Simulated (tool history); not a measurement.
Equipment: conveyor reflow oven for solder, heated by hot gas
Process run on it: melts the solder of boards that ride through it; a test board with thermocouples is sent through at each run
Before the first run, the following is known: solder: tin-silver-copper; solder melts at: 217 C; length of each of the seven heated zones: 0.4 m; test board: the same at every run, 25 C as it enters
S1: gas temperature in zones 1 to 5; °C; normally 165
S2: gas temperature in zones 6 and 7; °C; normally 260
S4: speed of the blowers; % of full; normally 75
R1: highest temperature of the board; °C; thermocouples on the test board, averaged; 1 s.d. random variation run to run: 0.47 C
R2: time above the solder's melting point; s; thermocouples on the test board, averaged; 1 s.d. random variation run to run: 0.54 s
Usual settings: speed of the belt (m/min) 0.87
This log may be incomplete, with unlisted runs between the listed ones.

Run 1, day 0: usual settings. Result: R1 243.7 °C, R2 34.4 s.
Run 2, day 3.058: usual settings but speed of the belt (m/min) 0.79. Result: R1 245.9 °C, R2 40.8 s.
Run 3, day 7.104: usual settings. Result: R1 243.6 °C, R2 34 s.
At day 8.975: flux residue cleaned out of gas plates and filters.
Run 4, day 10.912: usual settings. Result: R1 245.4 °C, R2 35.3 s.
Run 5, day 14.55: usual settings but S1 153 °C. Result: R1 242.3 °C, R2 31.1 s.
Run 6, day 17.338: usual settings. Result: R1 243.8 °C, R2 34.7 s.
Run 7, day 19.583: usual settings. Result: R1 244.2 °C, R2 34.5 s.
Run 8, day 21.312: usual settings. Result: R1 243.1 °C, R2 34.3 s.
Run 9, day 23.196: usual settings but S1 159 °C. Result: R1 242.1 °C, R2 33.1 s.
Run 10, day 25.567: usual settings but S1 159 °C. Result: R1 241.6 °C, R2 31.3 s.

Run 11, settings as shown, results not yet in. Your forecast:
Run 11, day 28.996: usual settings but S1 168 °C, S4 77 % of full. Result: R1 ?, R2 ?.

Logged for run 11: R1 244.6 °C, R2 35 s.
Were there no unlogged condition in the tool, this run, its random variation unchanged, would have produced R1 247.2 °C, R2 36.7 s.

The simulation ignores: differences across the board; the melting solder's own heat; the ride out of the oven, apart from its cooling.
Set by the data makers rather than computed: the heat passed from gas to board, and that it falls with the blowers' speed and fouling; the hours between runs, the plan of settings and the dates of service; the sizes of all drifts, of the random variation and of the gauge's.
